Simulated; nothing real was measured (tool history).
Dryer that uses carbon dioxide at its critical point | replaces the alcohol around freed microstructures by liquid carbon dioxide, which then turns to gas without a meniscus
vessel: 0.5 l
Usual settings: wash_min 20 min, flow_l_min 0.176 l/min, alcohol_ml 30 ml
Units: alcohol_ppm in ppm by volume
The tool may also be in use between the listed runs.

run,hour,wash_min,flow_l_min,alcohol_ml,alcohol_ppm
1,0,20,0.176,30,160
2,13.7,20,0.176,30,162
3,22.7,20,0.176,30,171
4,32.8,20,0.176,30,182
5,46.4,20,0.176,30,175
6,57,20,0.201,30,99
7,65.5,23,0.176,30,94
8,75.3,20,0.163,30,277
9,91.5,20,0.163,30,291
10,100.8,20,0.163,30,307
11,111.2,20,0.163,30,325
12,122.8,20,0.163,30,342
13,137.6,20,0.163,30,342
14,149.2,20,0.163,30,353
15,165.5,20,0.163,30,374
16,179.7,20,0.163,30,362
17,192,20,0.163,30,387
18,202.3,12,0.176,30,2192
19,210.4,32,0.176,30,46
# hour 219.1: inlet filter changed
20,227.4,32,0.176,30,40
21,240.6,32,0.176,30,42
22,247.9,32,0.176,30,46
23,264.8,17,0.176,61,780
24,280,17,0.176,61,801
25,294.1,19,0.243,31,72
26,309.9,27,0.276,30,52
27,318.5,12,0.298,95,499
28,329.6,13,0.143,48,4259
29,336.7,21,0.214,21,76
30,344,20,0.106,30,1948
31,353.7,20,0.168,95,787
32,368.4,20,0.184,35,223
33,377.8,20,0.184,35,229
34,385.6,17,0.237,37,158
35,396.7,22,0.129,30,682
36,408.4,17,0.132,71,3930
37,417.5,13,0.176,82,4289
38,432.5,20,0.176,93,727
39,447.1,16,0.27,103,264
40,459.2,20,0.199,41,213
41,474.6,20,0.199,41,228
# hour 490.5: inlet filter changed
42,490.5,31,0.207,36,80
43,507.2,31,0.207,36,80
44,523.6,17,0.207,36,242

Forecast each of these 3 alternatives for the next run:
A,537.5,18,0.207,33,?
B,537.5,27,0.141,46,?
C,537.5,20,0.207,116,?

run,alcohol_ppm
A,190
B,223
C,261
Without the tool's hidden state the same runs would have given:
run,alcohol_ppm
A,106
B,134
C,167
